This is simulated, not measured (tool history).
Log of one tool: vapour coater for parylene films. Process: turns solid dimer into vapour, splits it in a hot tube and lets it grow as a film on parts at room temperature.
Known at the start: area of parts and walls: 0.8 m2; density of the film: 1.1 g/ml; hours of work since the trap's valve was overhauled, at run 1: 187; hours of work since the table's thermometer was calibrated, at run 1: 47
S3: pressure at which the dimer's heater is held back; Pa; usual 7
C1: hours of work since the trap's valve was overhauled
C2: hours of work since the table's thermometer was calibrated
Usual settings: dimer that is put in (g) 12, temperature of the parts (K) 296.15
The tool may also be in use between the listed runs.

run 1 day=0 | dimer_that_is_put_in_(g)=12 temperature_of_the_parts_(K)=296.15 S3=7 | C1=187 C2=47 | thickness_of_the_film_(nm)=6320
run 2 day=0.5 | dimer_that_is_put_in_(g)=12 temperature_of_the_parts_(K)=296.15 S3=7 | C1=196 C2=57 | thickness_of_the_film_(nm)=6450
run 3 day=0.938 | dimer_that_is_put_in_(g)=12 temperature_of_the_parts_(K)=296.15 S3=7 | C1=204 C2=65 | thickness_of_the_film_(nm)=6230
run 4 day=1.312 | dimer_that_is_put_in_(g)=12 temperature_of_the_parts_(K)=296.15 S3=4.71 | C1=211 C2=72 | thickness_of_the_film_(nm)=6450
run 5 day=1.596 | dimer_that_is_put_in_(g)=12 temperature_of_the_parts_(K)=296.15 S3=2.51 | C1=216 C2=77 | thickness_of_the_film_(nm)=6620
run 6 day=1.946 | dimer_that_is_put_in_(g)=12 temperature_of_the_parts_(K)=296.15 S3=2.51 | C1=223 C2=84 | thickness_of_the_film_(nm)=6610
run 7 day=2.533 | dimer_that_is_put_in_(g)=12 temperature_of_the_parts_(K)=296.15 S3=2.51 | C1=234 C2=95 | thickness_of_the_film_(nm)=6580
run 8 day=2.875 | dimer_that_is_put_in_(g)=12 temperature_of_the_parts_(K)=296.15 S3=2.51 | C1=240 C2=101 | thickness_of_the_film_(nm)=6700
run 9 day=3.354 | dimer_that_is_put_in_(g)=12 temperature_of_the_parts_(K)=296.15 S3=2.51 | C1=249 C2=110 | thickness_of_the_film_(nm)=6650
run 10 day=4.021 | dimer_that_is_put_in_(g)=12 temperature_of_the_parts_(K)=296.15 S3=2.65 | C1=262 C2=122 | thickness_of_the_film_(nm)=6540
run 11 day=4.696 | dimer_that_is_put_in_(g)=12 temperature_of_the_parts_(K)=296.15 S3=2.65 | C1=274 C2=135 | thickness_of_the_film_(nm)=6550
run 12 day=5.283 | dimer_that_is_put_in_(g)=12 temperature_of_the_parts_(K)=296.15 S3=2.65 | C1=285 C2=146 | thickness_of_the_film_(nm)=6580
run 13 day=5.75 | dimer_that_is_put_in_(g)=11 temperature_of_the_parts_(K)=296.15 S3=2.65 | C1=294 C2=154 | thickness_of_the_film_(nm)=6020
run 14 day=6.054 | dimer_that_is_put_in_(g)=11 temperature_of_the_parts_(K)=296.15 S3=2.65 | C1=299 C2=160 | thickness_of_the_film_(nm)=5960
run 15 day=6.338 | dimer_that_is_put_in_(g)=14 temperature_of_the_parts_(K)=301.15 S3=5.92 | C1=305 C2=165 | thickness_of_the_film_(nm)=6730
run 16 day=6.842 | dimer_that_is_put_in_(g)=14 temperature_of_the_parts_(K)=301.15 S3=5.92 | C1=314 C2=175 | thickness_of_the_film_(nm)=6620
run 17 day=7.321 | dimer_that_is_put_in_(g)=11 temperature_of_the_parts_(K)=303.15 S3=2.82 | C1=323 C2=184 | thickness_of_the_film_(nm)=5310
run 18 day=7.792 | dimer_that_is_put_in_(g)=11 temperature_of_the_parts_(K)=303.15 S3=2.82 | C1=332 C2=192 | thickness_of_the_film_(nm)=5400
-- day=8.004 trap's valve overhauled
run 19 day=8.421 | dimer_that_is_put_in_(g)=11 temperature_of_the_parts_(K)=303.15 S3=2.82 | C1=8 C2=201 | thickness_of_the_film_(nm)=5200
run 20 day=9.029 | dimer_that_is_put_in_(g)=12 temperature_of_the_parts_(K)=288.15 S3=8.57 | C1=19 C2=212 | thickness_of_the_film_(nm)=6740
run 21 day=9.7 | dimer_that_is_put_in_(g)=9 temperature_of_the_parts_(K)=305.15 S3=4.43 | C1=32 C2=225 | thickness_of_the_film_(nm)=4010
run 22 day=10.388 | dimer_that_is_put_in_(g)=9 temperature_of_the_parts_(K)=305.15 S3=4.43 | C1=44 C2=238 | thickness_of_the_film_(nm)=4030
run 23 day=10.904 | dimer_that_is_put_in_(g)=8 temperature_of_the_parts_(K)=296.15 S3=4.2 | C1=54 C2=247 | thickness_of_the_film_(nm)=4040
-- day=11.504 trap's valve overhauled, once more
run 24 day=11.546 | dimer_that_is_put_in_(g)=5 temperature_of_the_parts_(K)=291.15 S3=5.4 | C1=1 C2=256 | thickness_of_the_film_(nm)=3020
run 25 day=11.858 | dimer_that_is_put_in_(g)=6 temperature_of_the_parts_(K)=291.15 S3=6.06 | C1=7 C2=262 | thickness_of_the_film_(nm)=3630
run 26 day=12.229 | dimer_that_is_put_in_(g)=8 temperature_of_the_parts_(K)=291.15 S3=4.45 | C1=14 C2=269 | thickness_of_the_film_(nm)=4920
run 27 day=12.538 | dimer_that_is_put_in_(g)=8 temperature_of_the_parts_(K)=291.15 S3=4.45 | C1=19 C2=274 | thickness_of_the_film_(nm)=4950

Measured less the same run without the tool's hidden state. The same run-to-run variation is in both; the gauge's scatter may not be:
The hidden state here: vapour lost through the trap's worn valve, %; true temperature of the parts over the reading, C; drift of the gauge itself on film_um, %.
run=1 thickness_of_the_film_(nm)=-380
run=2 thickness_of_the_film_(nm)=-410
run=3 thickness_of_the_film_(nm)=-410
run=4 thickness_of_the_film_(nm)=-440
run=5 thickness_of_the_film_(nm)=-460
run=6 thickness_of_the_film_(nm)=-470
run=7 thickness_of_the_film_(nm)=-480
run=8 thickness_of_the_film_(nm)=-510
run=9 thickness_of_the_film_(nm)=-530
run=10 thickness_of_the_film_(nm)=-540
run=11 thickness_of_the_film_(nm)=-570
run=12 thickness_of_the_film_(nm)=-590
run=13 thickness_of_the_film_(nm)=-560
run=14 thickness_of_the_film_(nm)=-570
run=15 thickness_of_the_film_(nm)=-640
run=16 thickness_of_the_film_(nm)=-660
run=17 thickness_of_the_film_(nm)=-550
run=18 thickness_of_the_film_(nm)=-560
run=19 thickness_of_the_film_(nm)=-630
run=20 thickness_of_the_film_(nm)=-840
run=21 thickness_of_the_film_(nm)=-520
run=22 thickness_of_the_film_(nm)=-540
run=23 thickness_of_the_film_(nm)=-550
run=24 thickness_of_the_film_(nm)=-20
run=25 thickness_of_the_film_(nm)=-30
run=26 thickness_of_the_film_(nm)=-50
run=27 thickness_of_the_film_(nm)=-50
